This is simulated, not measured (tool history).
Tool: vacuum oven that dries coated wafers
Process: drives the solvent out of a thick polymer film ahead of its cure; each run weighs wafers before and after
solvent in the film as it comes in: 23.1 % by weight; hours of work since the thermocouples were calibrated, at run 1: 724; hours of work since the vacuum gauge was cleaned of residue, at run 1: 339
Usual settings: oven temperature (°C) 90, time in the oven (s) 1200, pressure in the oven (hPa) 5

| run | hour | oven temperature (°C) | time in the oven (s) | pressure in the oven (hPa) | hours of work since the thermocouples were calibrated | hours of work since the vacuum gauge was cleaned of residue | solvent left in the film (%) |
|---|---|---|---|---|---|---|---|
| 1 | 0 | 90 | 1200 | 5 | 724 | 339 | 1.82 |
| 2 | 17.7 | 90 | 1200 | 5 | 735 | 349 | 1.79 |
| 3 | 28.4 | 90 | 1200 | 5 | 742 | 356 | 1.79 |
| 4 | 40.1 | 90 | 1200 | 5 | 749 | 363 | 1.82 |
| 5 | 52.2 | 90 | 1200 | 5 | 756 | 370 | 1.79 |
| 6 | 60.9 | 97 | 1200 | 5 | 761 | 376 | 0.62 |
| 7 | 73.8 | 97 | 1200 | 5 | 769 | 383 | 0.68 |
| 8 | 90.9 | 97 | 1200 | 5 | 780 | 394 | 0.65 |
| 9 | 100.1 | 76 | 1200 | 15.96 | 785 | 399 | 7.53 |
| 10 | 109 | 97 | 1740 | 4.27 | 791 | 405 | 0.17 |
| 11 | 121.9 | 86 | 1200 | 4.38 | 798 | 413 | 2.96 |
| 12 | 139.8 | 86 | 1200 | 4.38 | 809 | 423 | 2.95 |
| 13 | 158.7 | 90 | 1200 | 14.3 | 821 | 435 | 2.13 |
| 14 | 169.8 | 91 | 1200 | 4.34 | 827 | 442 | 1.55 |
| 15 | 180.4 | 91 | 1200 | 4.34 | 834 | 448 | 1.6 |
| 16 | 193 | 91 | 1200 | 4.34 | 842 | 456 | 1.57 |

Hidden state or all else? Some run-to-run changes of solvent left in the film (%), split into what the settings, what came in and random variation would give without the hidden state, and what is left for the hidden state (with any gauge scatter that isn't in both results):
The hidden state here: true wafer temperature over the reading, C; true pressure over the reading, kPa; drift of the gauge itself on solvent_pct, %.
Run 9 -> 10: oven temperature (°C) 76 -> 97, time in the oven (s) 1200 -> 1740, pressure in the oven (hPa) 15.96 -> 4.27. solvent left in the film (%) -7.36: hidden state -0.56, all else -6.8.

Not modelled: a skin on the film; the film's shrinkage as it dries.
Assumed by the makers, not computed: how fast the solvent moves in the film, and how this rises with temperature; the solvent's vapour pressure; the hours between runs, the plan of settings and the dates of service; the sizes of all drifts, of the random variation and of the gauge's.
